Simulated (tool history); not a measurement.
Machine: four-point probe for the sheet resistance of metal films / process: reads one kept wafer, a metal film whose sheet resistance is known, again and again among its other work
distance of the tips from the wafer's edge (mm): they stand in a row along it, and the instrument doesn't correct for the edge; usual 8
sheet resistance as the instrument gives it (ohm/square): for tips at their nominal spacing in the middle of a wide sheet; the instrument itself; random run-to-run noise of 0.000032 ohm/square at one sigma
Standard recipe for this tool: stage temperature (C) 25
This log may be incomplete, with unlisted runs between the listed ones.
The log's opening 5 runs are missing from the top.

| run | hour | stage temperature (C) | distance of the tips from the wafer's edge (mm) | sheet resistance as the instrument gives it (ohm/square) |
|---|---|---|---|---|
| 6 | 347.9 | 25 | 15 | 0.162049 |
| 7 | 432 | 25 | 4 | 0.163299 |
| 8 | 500.7 | 25 | 8 | 0.162386 |
| 9 | 555.4 | 25 | 8 | 0.162375 |
|  | 592.4 | stage's thermometer calibrated |
| 10 | 616.5 | 25 | 8 | 0.161727 |
| 11 | 707 | 25 | 8 | 0.161754 |
| 12 | 776.6 | 25 | 8 | 0.161788 |
| 13 | 883.1 | 25 | 8 | 0.161801 |
| 14 | 927.2 | 25 | 8 | 0.161906 |
| 15 | 1008.9 | 25 | 8 | 0.161876 |
| 16 | 1060.3 | 25 | 10 | 0.161814 |
| 17 | 1157.3 | 25 | 5 | 0.162455 |
| 18 | 1242.7 | 21 | 9 | 0.161853 |
| 19 | 1335.3 | 21 | 9 | 0.161882 |
| 20 | 1431.5 | 19 | 4 | 0.162932 |
| 21 | 1480.1 | 19 | 4 | 0.162995 |
| 22 | 1588.4 | 19 | 51 | 0.161684 |
| 23 | 1681.3 | 19 | 51 | 0.161723 |
| 24 | 1749.4 | 19 | 51 | 0.161706 |
| 25 | 1794.5 | 35 | 8 | 0.162277 |
| 26 | 1855.1 | 33 | 5 | 0.162847 |
| 27 | 1917.2 | 23 | 61 | 0.161878 |

Run 28, settings as shown, results not yet in. Your forecast:
| 28 | 2013.8 | 25 | 10 | ? |

{"run 28": {"sheet resistance as the instrument gives it (ohm/square)": 0.162162}}
Without the tool's hidden state the same run would have given sheet resistance as the instrument gives it (ohm/square) 0.160473.
